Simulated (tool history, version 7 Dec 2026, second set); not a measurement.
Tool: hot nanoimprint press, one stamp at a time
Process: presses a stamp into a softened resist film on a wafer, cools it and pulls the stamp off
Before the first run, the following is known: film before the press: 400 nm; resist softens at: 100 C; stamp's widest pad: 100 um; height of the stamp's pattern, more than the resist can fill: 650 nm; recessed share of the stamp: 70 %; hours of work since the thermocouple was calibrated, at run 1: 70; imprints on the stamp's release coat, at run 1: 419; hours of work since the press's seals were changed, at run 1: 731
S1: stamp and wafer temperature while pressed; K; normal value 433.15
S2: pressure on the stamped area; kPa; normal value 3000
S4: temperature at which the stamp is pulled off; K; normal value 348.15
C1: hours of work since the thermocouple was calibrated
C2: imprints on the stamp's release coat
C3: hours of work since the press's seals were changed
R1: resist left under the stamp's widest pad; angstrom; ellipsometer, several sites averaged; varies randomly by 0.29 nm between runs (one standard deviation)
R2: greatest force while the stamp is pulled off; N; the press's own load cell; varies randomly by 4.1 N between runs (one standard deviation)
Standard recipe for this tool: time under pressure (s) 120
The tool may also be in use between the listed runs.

Run 1, hour 0.0: usual settings; C1 70; C2 419; C3 731. Result: R1 1704 angstrom, R2 210 N.
Run 2, hour 20.1: usual settings; C1 86; C2 513; C3 747. Result: R1 1702 angstrom, R2 207 N.
Run 3, hour 45.7: usual settings; C1 106; C2 632; C3 767. Result: R1 1708 angstrom, R2 210 N.
Run 4, hour 60.0: usual settings; C1 117; C2 699; C3 778. Result: R1 1703 angstrom, R2 200 N.
At hour 90.1: stamp cleaned and given a new release coat.
Run 5, hour 92.1: usual settings; C1 137; C2 9; C3 799. Result: R1 1714 angstrom, R2 206 N.
Run 6, hour 111.6: usual settings; C1 152; C2 100; C3 814. Result: R1 1709 angstrom, R2 200 N.
Run 7, hour 131.6: usual settings but time under pressure (s) 92; C1 168; C2 193; C3 829. Result: R1 1882 angstrom, R2 203 N.
Run 8, hour 153.6: usual settings but time under pressure (s) 92; C1 185; C2 296; C3 847. Result: R1 1889 angstrom, R2 212 N.
Run 9, hour 179.8: usual settings but time under pressure (s) 92; C1 206; C2 418; C3 867. Result: R1 1889 angstrom, R2 207 N.
Run 10, hour 201.1: usual settings but time under pressure (s) 161; C1 222; C2 518; C3 884. Result: R1 1538 angstrom, R2 205 N.
Run 11, hour 231.8: usual settings but S2 3310 kPa; C1 246; C2 661; C3 908. Result: R1 1636 angstrom, R2 209 N.
Run 12, hour 258.6: usual settings but S2 3310 kPa; C1 267; C2 786; C3 928. Result: R1 1642 angstrom, R2 196 N.
At hour 270.0: stamp cleaned and given a new release coat.
Run 13, hour 286.4: usual settings but S2 3310 kPa; C1 284; C2 77; C3 945. Result: R1 1643 angstrom, R2 200 N.
At hour 299.8: plate thermocouple calibrated.
Run 14, hour 316.2: usual settings but S2 3310 kPa; C1 13; C2 202; C3 966. Result: R1 1646 angstrom, R2 202 N.
Run 15, hour 338.9: usual settings but S2 3310 kPa; C1 31; C2 308; C3 984. Result: R1 1651 angstrom, R2 207 N.
Run 16, hour 365.1: usual settings but S1 436.15 K, S2 2510 kPa; C1 51; C2 430; C3 1005. Result: R1 1728 angstrom, R2 202 N.
Run 17, hour 381.1: usual settings but S1 436.15 K, S2 2510 kPa; C1 63; C2 504; C3 1017. Result: R1 1721 angstrom, R2 204 N.
At hour 383.7: gauge calibrated.
Run 18, hour 393.9: usual settings but S1 443.15 K; C1 73; C2 564; C3 1027. Result: R1 1247 angstrom, R2 207 N.
Run 19, hour 416.6: usual settings but S1 437.15 K, S2 1930 kPa, time under pressure (s) 194, S4 356.15 K; C1 91; C2 670; C3 1045. Result: R1 1562 angstrom, R2 186 N.
Run 20, hour 432.9: usual settings but S1 437.15 K, S2 1930 kPa, time under pressure (s) 194, S4 356.15 K; C1 104; C2 746; C3 1057. Result: R1 1567 angstrom, R2 182 N.
At hour 453.4: stamp cleaned and given a new release coat.
Run 21, hour 453.8: usual settings but S2 2900 kPa, time under pressure (s) 79; C1 116; C2 2; C3 1069. Result: R1 2016 angstrom, R2 204 N.
Run 22, hour 480.7: usual settings but S1 443.15 K, S2 2900 kPa, time under pressure (s) 79, S4 356.15 K; C1 136; C2 127; C3 1090. Result: R1 1501 angstrom, R2 179 N.
At hour 497.3: press's hydraulic seals changed and the load cell set to zero.
Run 23, hour 504.3: usual settings but S1 443.15 K, S2 2900 kPa, time under pressure (s) 79, S4 356.15 K; C1 149; C2 200; C3 5. Result: R1 1500 angstrom, R2 173 N.
Run 24, hour 526.3: usual settings but S1 443.15 K, S2 2900 kPa, time under pressure (s) 79, S4 356.15 K; C1 166; C2 303; C3 23. Result: R1 1505 angstrom, R2 181 N.
Run 25, hour 551.0: usual settings but S1 443.15 K, S2 2900 kPa, time under pressure (s) 79, S4 356.15 K; C1 185; C2 418; C3 42. Result: R1 1504 angstrom, R2 183 N.
Run 26, hour 580.3: usual settings but S1 421.15 K, S2 2900 kPa, time under pressure (s) 138, S4 346.15 K; C1 208; C2 554; C3 65. Result: R1 2453 angstrom, R2 213 N.
Run 27, hour 608.4: usual settings but S1 421.15 K, S2 2900 kPa, time under pressure (s) 79, S4 356.15 K; C1 230; C2 685; C3 87. Result: R1 2847 angstrom, R2 184 N.
At hour 641.5: stamp cleaned and given a new release coat.
Run 28, hour 641.5: usual settings but S1 429.15 K, S2 3020 kPa, time under pressure (s) 79, S4 356.15 K; C1 251; C2 0; C3 108. Result: R1 2250 angstrom, R2 177 N.

Hidden state at the last listed run before each entry between runs and at the first one after, where it differs:
Run 4 -> run 5: stamp cleaned and given a new release coat (hour 90.1)
  grip of the stamp's worn release coat, % over a new coat's: 1 -> 0; drift of the gauge itself on residual_nm, %: 0.33 -> 0.48
  measured result minus the result with no hidden state, R1: +6 -> +9 angstrom
Run 12 -> run 13: stamp cleaned and given a new release coat (hour 270.0)
  grip of the stamp's worn release coat, % over a new coat's: 1.1 -> 0.1; drift of the gauge itself on residual_nm, %: 1.4 -> 1.52
  measured result minus the result with no hidden state, R1: +22 -> +24 angstrom
Run 13 -> run 14: plate thermocouple calibrated (hour 299.8)
  true temperature over the reading, C: 0.02 -> 0.01; grip of the stamp's worn release coat, % over a new coat's: 0.1 -> 0.3; drift of the gauge itself on residual_nm, %: 1.52 -> 1.67
  measured result minus the result with no hidden state, R1: +24 -> +28 angstrom
Run 17 -> run 18: gauge calibrated (hour 383.7)
  true temperature over the reading, C: 0.01 -> 0.02; grip of the stamp's worn release coat, % over a new coat's: 0.7 -> 0.8; drift of the gauge itself on residual_nm, %: 2.03 -> 0.06
  measured result minus the result with no hidden state, R1: +35 -> +1 angstrom
Run 20 -> run 21: stamp cleaned and given a new release coat (hour 453.4)
  grip of the stamp's worn release coat, % over a new coat's: 1 -> 0; drift of the gauge itself on residual_nm, %: 0.27 -> 0.36
  measured result minus the result with no hidden state, R1: +4 -> +8 angstrom
Run 22 -> run 23: press's hydraulic seals changed and the load cell set to zero (hour 497.3)
  pressure that arrives at the usual setting, %: 99.85 -> 100.01; grip of the stamp's worn release coat, % over a new coat's: 0.2 -> 0.3; drift of the gauge itself on residual_nm, %: 0.51 -> 0.59
  measured result minus the result with no hidden state, R1: +8 -> +8 angstrom
Run 27 -> run 28: stamp cleaned and given a new release coat (hour 641.5)
  grip of the stamp's worn release coat, % over a new coat's: 0.9 -> 0; drift of the gauge itself on residual_nm, %: 1.17 -> 1.32
  measured result minus the result with no hidden state, R1: +31 -> +28 angstrom
